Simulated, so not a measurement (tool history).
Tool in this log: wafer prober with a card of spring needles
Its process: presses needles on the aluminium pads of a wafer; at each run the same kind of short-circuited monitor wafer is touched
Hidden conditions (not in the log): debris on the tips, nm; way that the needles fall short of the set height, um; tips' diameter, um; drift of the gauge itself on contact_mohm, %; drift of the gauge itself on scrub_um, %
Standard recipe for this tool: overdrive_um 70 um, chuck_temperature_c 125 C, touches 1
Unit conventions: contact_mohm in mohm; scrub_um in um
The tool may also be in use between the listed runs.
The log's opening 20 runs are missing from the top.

run,day,overdrive_um,chuck_temperature_c,touches,touches since the tips were cleaned,cleanings since the card got new needles,touches since the first contact's height was set,contact_mohm,scrub_um
21,11.388,63,39,2,3268,29,27451,318,10.04
# day 11.742: tips cleaned on abrasive film
22,11.821,63,72,2,455,30,29939,249,10.01
23,12.246,63,72,2,2931,30,32415,314,10
# day 12.712: tips cleaned on abrasive film
24,12.883,63,72,2,989,31,36111,274,10.01
# day 13.65: tips cleaned on abrasive film
25,13.65,63,72,2,2,32,40543,241,10
26,14.258,57,75,1,3563,32,44104,424,9.02
# day 14.6: tips cleaned on abrasive film
27,14.829,57,75,1,1353,33,47403,343,9
# day 15.529: tips cleaned on abrasive film
28,15.654,57,75,1,710,34,52173,284,9
29,16.333,72,35,1,4669,34,56132,379,11.42
# day 16.45: tips cleaned on abrasive film
30,16.812,53,42,3,2122,35,58904,282,8.34
# day 17.371: tips cleaned on abrasive film
31,17.571,59,55,1,1164,36,63294,322,9.29
# day 18.296: tips cleaned on abrasive film
32,18.325,70,41,2,164,37,67656,231,11.04

Branching from run 32: 5 alternative next runs. What would each branch give?
# day 18.683: height of the first contact set anew
A,18.858,65,29,2,3201,37,1020,?,?
# day 18.683: height of the first contact set anew
B,18.858,70,27,2,3201,37,1020,?,?
# day 18.683: height of the first contact set anew
C,18.858,69,109,3,3201,37,1020,?,?
# day 18.683: height of the first contact set anew
D,18.858,83,125,2,3201,37,1020,?,?
# day 18.683: height of the first contact set anew
E,18.858,75,29,1,3201,37,1020,?,?

run,contact_mohm,scrub_um
A,311,10.47
B,296,11.27
C,278,11.12
D,287,13.36
E,324,12.07
With the hidden condition removed and each run's random variation left untouched, the same runs would have given:
run,contact_mohm,scrub_um
A,221,10.47
B,217,11.27
C,235,11.12
D,237,13.36
E,212,12.07
